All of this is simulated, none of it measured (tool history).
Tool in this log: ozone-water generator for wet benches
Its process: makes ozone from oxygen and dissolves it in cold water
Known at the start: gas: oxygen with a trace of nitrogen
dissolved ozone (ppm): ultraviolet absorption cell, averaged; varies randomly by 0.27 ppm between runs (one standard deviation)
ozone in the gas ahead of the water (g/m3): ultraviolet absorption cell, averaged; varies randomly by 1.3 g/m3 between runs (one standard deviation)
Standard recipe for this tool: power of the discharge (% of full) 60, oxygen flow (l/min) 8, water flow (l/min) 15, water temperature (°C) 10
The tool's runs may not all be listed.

run	hour	power of the discharge (% of full)	oxygen flow (l/min)	water flow (l/min)	water temperature (°C)	dissolved ozone (ppm)	ozone in the gas ahead of the water (g/m3)
1	0	60	8	15	10	38.4	234.3
2	39.2	60	8	15	10	38.1	230.9
3	59.2	76	8	15	10	42.8	261.5
4	101.5	76	8	15	10	42.4	260.3
5	142.1	76	8	12	10	49.9	260.9
6	167.8	76	8	12	10	49.9	257.4
7	207.8	76	8	12	10	49.7	260.5
8	227.6	76	8	12	10	49	260.4
9	251.1	76	8	12	10	49.5	258.8
10	288.2	60	8	15	5	41.1	230.9
11	310.6	60	8	15	6	41.3	229.4
12	344.9	60	8	15	6	40.5	231.6
13	380.8	60	8	15	5	40.7	228
14	401.7	40	8	15	10	30.5	188.7
15	426	40	8	15	10	31.1	187
16	469.1	40	8	15	10	30.7	187.3
17	511.1	87	5.56	15	10	48	347.1
18	554.4	57	6.64	10	13	47.1	254.1
19	599.3	44	5.48	12	7	42.5	253.8
20	626.1	44	5.48	12	7	42.6	250.1
21	670.9	58	9.2	10	17	39.1	204
22	716.2	58	9.2	10	17	38.9	204.9
23	757.3	58	9.2	10	17	38.6	204.5
24	798.8	58	9.2	10	17	38.6	205.4

Results per run with the tool's hidden condition removed, run-to-run variation unchanged:
The tool's hidden condition here consists of: yield of the discharge, % of new electrodes'; contactor's efficiency, % of a clean one's; true water temperature over the reading, C; drift of the gauge itself on ozone_ppm, %; drift of the gauge itself on gas_g_m3, %.
run	dissolved ozone (ppm)	ozone in the gas ahead of the water (g/m3)
1	41.9	242.1
2	41.6	238.9
3	47	271.8
4	46.6	270.9
5	54.7	271.8
6	54.7	268.4
7	54.6	272
8	53.9	272
9	54.5	270.5
10	45.3	240.3
11	45.5	238.9
12	44.7	241.4
13	45	237.9
14	33.5	195
15	34.2	193.4
16	33.8	193.9
17	53.9	366.7
18	51.8	265.8
19	46.8	263.9
20	46.9	260.3
21	43.2	214.2
22	43.1	215.4
23	42.8	215.1
24	42.9	216.2
